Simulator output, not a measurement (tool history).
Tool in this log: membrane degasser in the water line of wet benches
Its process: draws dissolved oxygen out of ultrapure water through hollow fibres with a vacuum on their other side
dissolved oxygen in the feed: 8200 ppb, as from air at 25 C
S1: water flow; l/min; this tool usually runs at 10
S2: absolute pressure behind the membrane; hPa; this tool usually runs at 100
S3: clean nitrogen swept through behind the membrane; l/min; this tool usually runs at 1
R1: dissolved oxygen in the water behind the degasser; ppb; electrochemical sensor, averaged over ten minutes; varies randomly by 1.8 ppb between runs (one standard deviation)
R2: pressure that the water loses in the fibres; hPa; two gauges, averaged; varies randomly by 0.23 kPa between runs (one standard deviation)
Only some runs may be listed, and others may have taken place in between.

run   hour  S1   S2    S3     R1     R2
  1      0  10  100     1  175.2  569.1
  2   48.6  10  100     1  170.3  567.2
  3  100.2  10  100     1  174.7  566.5
  4  124.3  10  100     1  173.3  567.4
  5  149.9  10  100     1  173.7  567.2
  6  173.8   6   86  1.56   52.9  341.8
  7  194.6  10  102  2.39   87.6  572.3
  8  224.3  10  102  2.39   86.9    571
  9  250.3   8  186   1.9  164.2  453.9
 10  288.5   8  186   1.9  166.1  454.5

Had the tool no unlogged condition, and each run kept its random variation, what would the results have been?
What the log doesn't record here: membrane still open, %; true pressure behind the membrane over the reading, kPa; air that leaks in behind the membrane, l/min; drift of the gauge itself on oxygen_ppb, %; drift of the gauge itself on loss_of_pressure_kpa, %.
run     R2
  1  569.1
  2  567.8
  3  567.7
  4  568.8
  5    569
  6  343.1
  7  574.6
  8  573.7
  9  456.3
 10  457.3
For R1, the value without the hidden state is never more than 0.1 ppb from the measured value.
